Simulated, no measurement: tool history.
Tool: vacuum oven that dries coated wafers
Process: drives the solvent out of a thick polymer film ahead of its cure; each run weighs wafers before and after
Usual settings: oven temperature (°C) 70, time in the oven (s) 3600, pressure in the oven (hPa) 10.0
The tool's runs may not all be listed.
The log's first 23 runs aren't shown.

run,hour,oven temperature (°C),time in the oven (s),pressure in the oven (hPa),solvent left in the film (%)
24,189.1,70,3600,17.4,1.98
25,200.3,70,3600,17.4,1.97
26,210.1,72,3600,10.0,1.11
27,219.7,65,4980,25.4,2.92
28,226.4,69,2340,12.8,2.68
29,235.7,70,5520,10.0,0.92
# hour 238.4: oven's thermocouples calibrated
30,248.4,70,3960,10.0,1.21
31,256.1,70,3960,10.0,1.26
32,263.0,70,3960,10.0,1.32
33,269.4,70,3960,10.0,1.24
34,276.6,70,3960,10.0,1.30
35,281.9,56,2880,8.0,4.25
# hour 292.5: oven's thermocouples calibrated, once more
36,293.9,81,3600,6.8,0.46
37,301.3,68,3180,7.3,1.55
38,307.2,68,3180,7.3,1.52
39,314.1,65,3600,5.9,1.66
40,324.1,65,3600,5.9,1.64
41,331.4,65,3600,5.9,1.56
42,339.3,65,3600,5.9,1.67

The next listed run, before its measurement:
43,350.9,55,6480,5.5,?

Run 43 gave solvent left in the film (%) 1.85.
Without the tool's hidden state the same run would have given solvent left in the film (%) 1.57.
